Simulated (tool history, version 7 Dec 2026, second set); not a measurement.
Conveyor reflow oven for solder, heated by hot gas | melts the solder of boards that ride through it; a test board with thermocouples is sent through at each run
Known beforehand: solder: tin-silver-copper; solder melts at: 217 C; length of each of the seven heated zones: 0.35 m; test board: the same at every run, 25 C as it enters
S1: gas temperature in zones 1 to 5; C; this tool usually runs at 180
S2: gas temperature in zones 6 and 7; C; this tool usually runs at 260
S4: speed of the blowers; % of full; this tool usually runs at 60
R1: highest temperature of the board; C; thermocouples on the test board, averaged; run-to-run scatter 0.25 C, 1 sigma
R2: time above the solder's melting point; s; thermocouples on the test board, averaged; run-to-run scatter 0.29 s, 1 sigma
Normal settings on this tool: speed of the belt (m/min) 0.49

run 1 hour=0 | S1=180 S2=260 speed_of_the_belt_(m/min)=0.49 S4=60 | R1=245.8 R2=61
run 2 hour=24 | S1=180 S2=260 speed_of_the_belt_(m/min)=0.558 S4=60 | R1=241.5 R2=47.9
run 3 hour=61.3 | S1=180 S2=260 speed_of_the_belt_(m/min)=0.558 S4=60 | R1=241.6 R2=48.2
-- hour=87.7 flux residue cleaned out of gas plates and filters
run 4 hour=94.9 | S1=180 S2=260 speed_of_the_belt_(m/min)=0.397 S4=60 | R1=250.5 R2=83.1
run 5 hour=118.8 | S1=180 S2=260 speed_of_the_belt_(m/min)=0.49 S4=60 | R1=245.2 R2=61.2
run 6 hour=148 | S1=180 S2=260 speed_of_the_belt_(m/min)=0.49 S4=60 | R1=245.4 R2=60.5
run 7 hour=189.6 | S1=180 S2=260 speed_of_the_belt_(m/min)=0.49 S4=60 | R1=245.7 R2=61.3
run 8 hour=224.8 | S1=180 S2=254 speed_of_the_belt_(m/min)=0.49 S4=60 | R1=240.1 R2=56
run 9 hour=265.6 | S1=184 S2=260 speed_of_the_belt_(m/min)=0.49 S4=60 | R1=246 R2=63
run 10 hour=286.2 | S1=172 S2=260 speed_of_the_belt_(m/min)=0.49 S4=60 | R1=244 R2=56
run 11 hour=307.6 | S1=180 S2=260 speed_of_the_belt_(m/min)=0.49 S4=59 | R1=245.5 R2=59.9
run 12 hour=354.6 | S1=190 S2=260 speed_of_the_belt_(m/min)=0.49 S4=60 | R1=247.5 R2=67.9
run 13 hour=386.6 | S1=180 S2=260 speed_of_the_belt_(m/min)=0.396 S4=60 | R1=250.7 R2=83.7
-- hour=424.2 flux residue cleaned out of gas plates and filters
run 14 hour=433 | S1=180 S2=260 speed_of_the_belt_(m/min)=0.396 S4=60 | R1=250.2 R2=83.6
run 15 hour=453.1 | S1=180 S2=260 speed_of_the_belt_(m/min)=0.49 S4=60 | R1=245.5 R2=60.4
run 16 hour=498.5 | S1=180 S2=260 speed_of_the_belt_(m/min)=0.49 S4=60 | R1=245.4 R2=61
run 17 hour=540.6 | S1=180 S2=266 speed_of_the_belt_(m/min)=0.452 S4=60 | R1=253.1 R2=73.3
run 18 hour=571.6 | S1=180 S2=256 speed_of_the_belt_(m/min)=0.399 S4=60 | R1=246.9 R2=79.6
run 19 hour=601.8 | S1=179 S2=260 speed_of_the_belt_(m/min)=0.49 S4=60 | R1=245.4 R2=60.3
run 20 hour=638.5 | S1=176 S2=260 speed_of_the_belt_(m/min)=0.455 S4=60 | R1=246.9 R2=65.9
run 21 hour=670.3 | S1=188 S2=258 speed_of_the_belt_(m/min)=0.433 S4=69 | R1=249.5 R2=79.3
run 22 hour=695.4 | S1=166 S2=260 speed_of_the_belt_(m/min)=0.431 S4=60 | R1=246.6 R2=65.5
run 23 hour=737.7 | S1=166 S2=250 speed_of_the_belt_(m/min)=0.482 S4=57 | R1=233.6 R2=42.5
-- hour=759.9 flux residue cleaned out of gas plates and filters
run 24 hour=784.5 | S1=166 S2=250 speed_of_the_belt_(m/min)=0.482 S4=57 | R1=234.3 R2=42.2
run 25 hour=810.4 | S1=166 S2=273 speed_of_the_belt_(m/min)=0.482 S4=56 | R1=253.1 R2=63.2
run 26 hour=857.4 | S1=166 S2=273 speed_of_the_belt_(m/min)=0.482 S4=56 | R1=253.8 R2=62.2
-- hour=870.3 belt drive overhauled, speed set with a stopwatch
run 27 hour=905 | S1=166 S2=273 speed_of_the_belt_(m/min)=0.482 S4=56 | R1=253.2 R2=62.2
run 28 hour=940.4 | S1=183 S2=260 speed_of_the_belt_(m/min)=0.49 S4=60 | R1=246.2 R2=62.7
run 29 hour=966.3 | S1=183 S2=260 speed_of_the_belt_(m/min)=0.49 S4=60 | R1=245.8 R2=62.3
run 30 hour=1000.9 | S1=170 S2=274 speed_of_the_belt_(m/min)=0.49 S4=60 | R1=255.4 R2=64.3
run 31 hour=1043 | S1=180 S2=250 speed_of_the_belt_(m/min)=0.49 S4=58 | R1=236.3 R2=50.4

Each row is a separate what-if for the run after 31, all from the same tool condition, not one after another. Results?
run A hour=1081.5 | S1=193 S2=274 speed_of_the_belt_(m/min)=0.49 S4=61 | R1=? R2=?
run B hour=1081.5 | S1=180 S2=260 speed_of_the_belt_(m/min)=0.458 S4=62 | R1=? R2=?
run C hour=1081.5 | S1=185 S2=266 speed_of_the_belt_(m/min)=0.457 S4=60 | R1=? R2=?
run D hour=1081.5 | S1=166 S2=250 speed_of_the_belt_(m/min)=0.41 S4=58 | R1=? R2=?

run=A R1=259.6 R2=77.8
run=B R1=247.3 R2=68
run=C R1=253.6 R2=75.4
run=D R1=238.6 R2=59.9
What these runs would have given with no unlogged condition in the tool:
run=A R1=259.6 R2=77.9
run=B R1=247.3 R2=68.1
run=C R1=253.7 R2=75.4
run=D R1=238.6 R2=60
